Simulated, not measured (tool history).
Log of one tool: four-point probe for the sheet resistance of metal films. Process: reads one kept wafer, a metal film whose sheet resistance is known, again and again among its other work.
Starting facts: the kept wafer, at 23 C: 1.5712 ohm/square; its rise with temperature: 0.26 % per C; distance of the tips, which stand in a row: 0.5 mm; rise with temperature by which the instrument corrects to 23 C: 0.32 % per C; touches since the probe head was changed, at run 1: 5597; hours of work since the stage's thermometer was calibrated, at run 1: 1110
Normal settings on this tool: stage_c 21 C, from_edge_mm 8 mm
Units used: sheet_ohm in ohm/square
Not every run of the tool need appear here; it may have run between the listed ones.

run,hour,stage_c,from_edge_mm,touches since the probe head was changed,hours of work since the stage's thermometer was calibrated,sheet_ohm
1,0,21,8,5597,1110,1.576421
2,15.6,21,8,5868,1119,1.576639
3,32.7,21,8,6168,1129,1.576536
4,52.1,32,8,6504,1140,1.566017
5,74.8,21,8,6901,1153,1.576412
6,85.4,26,8,7085,1159,1.571989
7,98.2,26,8,7307,1166,1.572041
8,110.9,21,8,7530,1174,1.576706
9,121.8,21,8,7720,1180,1.576297
10,142.8,21,8,8086,1192,1.576356
11,156.6,21,11,8325,1200,1.575746
12,177.3,21,4,8686,1212,1.586379
13,197.8,21,4,9043,1224,1.587065
14,217.8,21,4,9392,1235,1.587094
15,235,21,4,9691,1245,1.586495
16,244.7,27,8,9860,1251,1.570791
17,263.8,21,8,10194,1262,1.577008
18,284.4,21,8,10552,1274,1.576593
19,298.1,21,8,10790,1282,1.576681
20,313.9,21,8,11067,1291,1.576573
21,335.2,21,8,11437,1303,1.576194
22,349.3,25,22,11684,1311,1.570041
23,362.2,31,20,11907,1319,1.564939
24,383.9,33,48,12285,1331,1.561869
25,399.9,33,48,12564,1340,1.561965
26,412.1,33,48,12778,1347,1.561693
27,434.6,26,14,13169,1360,1.56968
28,452,26,14,13472,1370,1.569445
29,465.6,26,14,13710,1378,1.569848
30,478,26,14,13925,1385,1.569442
31,493,20,4,14186,1394,1.587933
32,508.6,27,29,14458,1403,1.567619
33,518.2,28,62,14626,1409,1.566478
34,536.7,28,34,14948,1419,1.566516
35,547.7,32,19,15139,1426,1.563981
36,561.1,27,17,15372,1433,1.568548
37,584.5,33,65,15780,1447,1.562261
38,608.3,33,65,16195,1460,1.562036
39,629,19,8,16556,1472,1.578636

Forecast each of these 3 alternatives for the next run:
A,640.3,18,5,16752,1479,?
B,640.3,19,15,16752,1479,?
C,640.3,21,8,16752,1479,?

run,sheet_ohm
A,1.584652
B,1.576363
C,1.577227
With the hidden condition removed and each run's random variation left untouched, the same runs would have given:
run,sheet_ohm
A,1.584413
B,1.576125
C,1.57699

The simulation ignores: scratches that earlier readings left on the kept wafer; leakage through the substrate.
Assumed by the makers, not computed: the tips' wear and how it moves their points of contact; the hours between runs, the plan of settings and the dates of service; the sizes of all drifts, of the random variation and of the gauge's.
